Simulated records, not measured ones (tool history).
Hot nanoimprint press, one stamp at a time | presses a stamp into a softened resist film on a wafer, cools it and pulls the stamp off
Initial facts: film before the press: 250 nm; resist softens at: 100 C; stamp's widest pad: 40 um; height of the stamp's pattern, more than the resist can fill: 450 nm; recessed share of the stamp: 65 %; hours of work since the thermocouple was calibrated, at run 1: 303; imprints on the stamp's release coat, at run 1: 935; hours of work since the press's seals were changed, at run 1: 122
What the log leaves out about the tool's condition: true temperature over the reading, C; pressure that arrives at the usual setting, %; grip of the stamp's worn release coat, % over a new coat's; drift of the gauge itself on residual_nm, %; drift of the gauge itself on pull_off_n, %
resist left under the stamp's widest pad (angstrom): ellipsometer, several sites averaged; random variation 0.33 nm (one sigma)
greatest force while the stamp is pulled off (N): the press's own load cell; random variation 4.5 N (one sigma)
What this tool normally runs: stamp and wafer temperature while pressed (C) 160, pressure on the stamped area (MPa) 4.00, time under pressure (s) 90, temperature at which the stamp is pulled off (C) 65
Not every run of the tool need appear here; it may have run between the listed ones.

run   hour  stamp and wafer temperature while pressed (C)  pressure on the stamped area (MPa)  time under pressure (s)  temperature at which the stamp is pulled off (C)  hours of work since the thermocouple was calibrated  imprints on the stamp's release coat  hours of work since the press's seals were changed  resist left under the stamp's widest pad (angstrom)  greatest force while the stamp is pulled off (N)
  1    0.0                                            160                                4.00                       90                                                65                                                  303                                   935                                                 122                                                 1251                                               260
       8.9  -- stamp cleaned and given a new release coat
  2   42.2                                            160                                4.00                       90                                                65                                                  325                                   132                                                 144                                                 1248                                               233
  3   76.1                                            160                                4.00                       90                                                65                                                  346                                   268                                                 164                                                 1255                                               234
  4  111.1                                            160                                4.00                       90                                                65                                                  367                                   408                                                 186                                                 1252                                               238
  5  150.2                                            160                                6.01                       90                                                65                                                  391                                   564                                                 210                                                 1007                                               255
  6  168.4                                            160                                6.01                       90                                                62                                                  402                                   636                                                 221                                                 1009                                               270
     175.0  -- plate thermocouple calibrated
  7  194.2                                            160                                6.01                       90                                                62                                                   12                                   727                                                 234                                                 1020                                               277
  8  225.5                                            160                                3.37                      105                                                53                                                   31                                   852                                                 254                                                 1313                                               346
     253.7  -- stamp cleaned and given a new release coat
  9  254.5                                            157                                3.29                       95                                                65                                                   45                                     3                                                 268                                                 1493                                               233
 10  280.7                                            148                                4.49                       50                                                60                                                   61                                   108                                                 283                                                 1958                                               248

Here are 4 independent what-if runs from the current tool condition. What would each one return?
     297.7  -- plate thermocouple calibrated, once more
  A  299.8                                            148                                4.49                      139                                                60                                                    1                                   172                                                 293                                                    ?                                                 ?
     297.7  -- plate thermocouple calibrated, once more
  B  299.8                                            159                                2.74                       90                                                66                                                    1                                   172                                                 293                                                    ?                                                 ?
     297.7  -- plate thermocouple calibrated, once more
  C  299.8                                            155                                4.00                       90                                                65                                                    1                                   172                                                 293                                                    ?                                                 ?
     297.7  -- plate thermocouple calibrated, once more
  D  299.8                                            171                                4.49                       74                                                60                                                    1                                   172                                                 293                                                    ?                                                 ?

run  resist left under the stamp's widest pad (angstrom)  greatest force while the stamp is pulled off (N)
  A                                                 1501                                               251
  B                                                 1527                                               225
  C                                                 1442                                               232
  D                                                  897                                               245
Without the tool's unlogged condition, the same runs would have read:
run  resist left under the stamp's widest pad (angstrom)  greatest force while the stamp is pulled off (N)
  A                                                 1488                                               240
  B                                                 1519                                               215
  C                                                 1431                                               221
  D                                                  888                                               235

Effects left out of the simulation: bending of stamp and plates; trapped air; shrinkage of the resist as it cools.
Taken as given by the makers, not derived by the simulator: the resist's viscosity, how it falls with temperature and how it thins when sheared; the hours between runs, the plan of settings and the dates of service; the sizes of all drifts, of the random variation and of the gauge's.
